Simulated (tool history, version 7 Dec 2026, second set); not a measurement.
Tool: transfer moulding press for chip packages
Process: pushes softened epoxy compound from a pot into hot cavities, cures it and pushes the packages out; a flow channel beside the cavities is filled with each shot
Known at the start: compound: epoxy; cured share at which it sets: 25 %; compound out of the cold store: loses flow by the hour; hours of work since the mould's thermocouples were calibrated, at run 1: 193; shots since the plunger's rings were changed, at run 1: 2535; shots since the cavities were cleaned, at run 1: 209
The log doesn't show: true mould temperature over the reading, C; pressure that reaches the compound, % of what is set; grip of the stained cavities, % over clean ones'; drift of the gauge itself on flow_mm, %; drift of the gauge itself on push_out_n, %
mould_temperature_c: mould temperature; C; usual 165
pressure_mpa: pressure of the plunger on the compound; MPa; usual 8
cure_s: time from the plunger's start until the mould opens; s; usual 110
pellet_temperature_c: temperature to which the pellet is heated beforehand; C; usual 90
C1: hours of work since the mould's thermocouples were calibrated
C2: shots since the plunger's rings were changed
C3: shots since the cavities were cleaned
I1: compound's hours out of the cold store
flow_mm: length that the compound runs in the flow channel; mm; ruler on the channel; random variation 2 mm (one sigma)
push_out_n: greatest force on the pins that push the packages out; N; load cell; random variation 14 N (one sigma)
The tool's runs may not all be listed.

{"run": 1, "hour": 0.0, "mould_temperature_c": 165, "pressure_mpa": 8, "cure_s": 110, "pellet_temperature_c": 90, "C1": 193, "C2": 2535, "C3": 209, "I1": 42.8, "flow_mm": 494, "push_out_n": 883}
{"run": 2, "hour": 11.2, "mould_temperature_c": 165, "pressure_mpa": 8, "cure_s": 110, "pellet_temperature_c": 90, "C1": 198, "C2": 2623, "C3": 297, "I1": 34.5, "flow_mm": 517, "push_out_n": 988}
{"run": 3, "hour": 25.7, "mould_temperature_c": 165, "pressure_mpa": 8, "cure_s": 110, "pellet_temperature_c": 90, "C1": 205, "C2": 2736, "C3": 410, "I1": 30.5, "flow_mm": 526, "push_out_n": 1104}
{"run": 4, "hour": 40.0, "mould_temperature_c": 165, "pressure_mpa": 8, "cure_s": 110, "pellet_temperature_c": 90, "C1": 211, "C2": 2849, "C3": 523, "I1": 45.5, "flow_mm": 483, "push_out_n": 1082}
{"run": 5, "hour": 47.5, "mould_temperature_c": 165, "pressure_mpa": 8.18, "cure_s": 110, "pellet_temperature_c": 90, "C1": 215, "C2": 2907, "C3": 581, "I1": 27.5, "flow_mm": 538, "push_out_n": 1148}
{"run": 6, "hour": 63.3, "mould_temperature_c": 165, "pressure_mpa": 8, "cure_s": 124, "pellet_temperature_c": 90, "C1": 222, "C2": 3031, "C3": 705, "I1": 38.7, "flow_mm": 498, "push_out_n": 995}
{"run": 7, "hour": 69.9, "mould_temperature_c": 165, "pressure_mpa": 8, "cure_s": 124, "pellet_temperature_c": 90, "C1": 225, "C2": 3083, "C3": 757, "I1": 40, "flow_mm": 497, "push_out_n": 1003}
{"hour": 80.2, "done": "cavities cleaned with cleaning compound and waxed"}
{"run": 8, "hour": 80.2, "mould_temperature_c": 165, "pressure_mpa": 8, "cure_s": 110, "pellet_temperature_c": 90, "C1": 229, "C2": 3151, "C3": 0, "I1": 23, "flow_mm": 544, "push_out_n": 670}
{"run": 9, "hour": 92.1, "mould_temperature_c": 165, "pressure_mpa": 8, "cure_s": 110, "pellet_temperature_c": 90, "C1": 235, "C2": 3244, "C3": 93, "I1": 44.4, "flow_mm": 487, "push_out_n": 758}
{"run": 10, "hour": 105.5, "mould_temperature_c": 165, "pressure_mpa": 8, "cure_s": 110, "pellet_temperature_c": 90, "C1": 241, "C2": 3349, "C3": 198, "I1": 33.2, "flow_mm": 515, "push_out_n": 895}
{"run": 11, "hour": 117.0, "mould_temperature_c": 165, "pressure_mpa": 8, "cure_s": 110, "pellet_temperature_c": 90, "C1": 247, "C2": 3439, "C3": 288, "I1": 37.7, "flow_mm": 503, "push_out_n": 966}
{"run": 12, "hour": 124.2, "mould_temperature_c": 165, "pressure_mpa": 8, "cure_s": 110, "pellet_temperature_c": 90, "C1": 250, "C2": 3495, "C3": 344, "I1": 18.9, "flow_mm": 559, "push_out_n": 1063}
{"run": 13, "hour": 131.3, "mould_temperature_c": 165, "pressure_mpa": 8, "cure_s": 110, "pellet_temperature_c": 81, "C1": 253, "C2": 3551, "C3": 400, "I1": 31.5, "flow_mm": 520, "push_out_n": 1091}
{"hour": 138.1, "done": "plunger's sealing rings changed"}
{"run": 14, "hour": 140.4, "mould_temperature_c": 162, "pressure_mpa": 8, "cure_s": 110, "pellet_temperature_c": 90, "C1": 256, "C2": 18, "C3": 452, "I1": 24.2, "flow_mm": 572, "push_out_n": 1357}
{"run": 15, "hour": 152.3, "mould_temperature_c": 162, "pressure_mpa": 8, "cure_s": 110, "pellet_temperature_c": 90, "C1": 262, "C2": 111, "C3": 545, "I1": 28, "flow_mm": 563, "push_out_n": 1404}
{"run": 16, "hour": 165.0, "mould_temperature_c": 162, "pressure_mpa": 8, "cure_s": 110, "pellet_temperature_c": 90, "C1": 268, "C2": 210, "C3": 644, "I1": 34.3, "flow_mm": 545, "push_out_n": 1418}

Forecast run 17:
{"run": 17, "hour": 174.5, "mould_temperature_c": 172, "pressure_mpa": 7.98, "cure_s": 126, "pellet_temperature_c": 90, "C1": 272, "C2": 285, "C3": 719, "I1": 37.3, "flow_mm": "?", "push_out_n": "?"}

flow_mm: 506 mm
push_out_n: 857 N
Without the tool's hidden state the same run would have given flow_mm 509 mm, push_out_n 461 N.
